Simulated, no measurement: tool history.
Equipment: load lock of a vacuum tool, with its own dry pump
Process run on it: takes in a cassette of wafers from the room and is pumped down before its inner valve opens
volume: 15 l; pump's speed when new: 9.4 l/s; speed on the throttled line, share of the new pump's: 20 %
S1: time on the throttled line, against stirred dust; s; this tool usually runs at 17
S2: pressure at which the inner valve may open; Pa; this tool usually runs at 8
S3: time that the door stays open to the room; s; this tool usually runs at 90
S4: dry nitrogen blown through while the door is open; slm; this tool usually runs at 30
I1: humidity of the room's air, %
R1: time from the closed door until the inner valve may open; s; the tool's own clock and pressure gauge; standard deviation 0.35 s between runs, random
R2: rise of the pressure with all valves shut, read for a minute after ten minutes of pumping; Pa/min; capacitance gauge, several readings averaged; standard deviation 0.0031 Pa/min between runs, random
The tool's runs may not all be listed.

run	hour	S1	S2	S3	S4	I1	R1	R2
1	0.0	17	8	90	30	44.7	29.4	0.064
2	337.4	17	8	27	30	43.4	29.5	0.035
3	706.5	17	8	27	30	43.7	28.9	0.044
4	1066.4	17	8	27	30	41.7	28.9	0.032
5	1304.2	17	8	27	30	42.8	28.6	0.040
6	1534.8	17	8	27	44	47.6	28.8	0.038
7	1712.0	17	9	90	30	45.3	29.1	0.066
8	1886.0	17	9	90	30	44.1	28.7	0.069
9	2102.2	17	9	90	30	46.7	28.9	0.068
10	2460.4	17	9	90	30	41.6	28.8	0.059
11	2665.1	17	8	90	30	47.3	28.9	0.064
12	3019.0	17	8	90	30	42.1	28.7	0.064
13	3294.5	17	8	34	30	45.0	28.4	0.041
14	3588.9	17	8	90	30	47.3	28.9	0.066
15	3821.6	17	8	90	30	43.7	29.0	0.066
16	4186.8	17	12	90	30	46.9	28.0	0.071
17	4413.1	17	12	90	35	48.5	28.1	0.062
18	4745.0	17	12	90	35	47.9	28.6	0.069
19	5072.7	17	12	90	35	46.2	28.4	0.064
20	5288.6	17	11	90	35	44.5	28.5	0.060
21	5530.8	11	11	35	15	44.7	23.7	0.055
22	5719.7	17	9	90	18	47.3	28.8	0.083
23	5943.9	17	9	90	18	41.2	28.8	0.066
24	6194.5	17	10	90	18	44.1	28.9	0.081
25	6464.5	17	10	126	5	47.6	28.7	0.130
26	6657.8	12	8	105	30	46.6	25.0	0.073
27	7027.6	17	11	89	30	44.7	28.2	0.062
28	7210.8	17	11	184	16	42.0	27.3	0.112
29	7569.6	13	11	184	36	46.9	24.7	0.088
30	7736.9	17	8	181	6	45.0	28.9	0.146
31	8039.7	17	8	181	6	41.7	28.4	0.131
32	8331.0	28	7	63	36	41.5	38.2	0.047
33	8530.2	28	7	63	36	44.3	38.1	0.050
34	8894.6	28	7	63	36	49.2	39.1	0.050
35	9245.0	31	7	145	36	46.9	40.0	0.083
36	9575.7	17	11	31	30	46.6	28.2	0.044
37	9838.8	17	8	71	17	44.4	29.0	0.072
38	10070.1	17	11	71	8	41.2	28.7	0.082

Between the runs listed above, the log contained 1 entry, not reproduced here. Where in the sequence does each belong, and how does what the log doesn't record of the tool's condition differ from the listed run before to the listed run after?
After run 19, before run 20: door's seal changed, seat wiped (hour 5134.9)
  leak at the door's seal, Pa l/s: 0.0027 -> 0.002
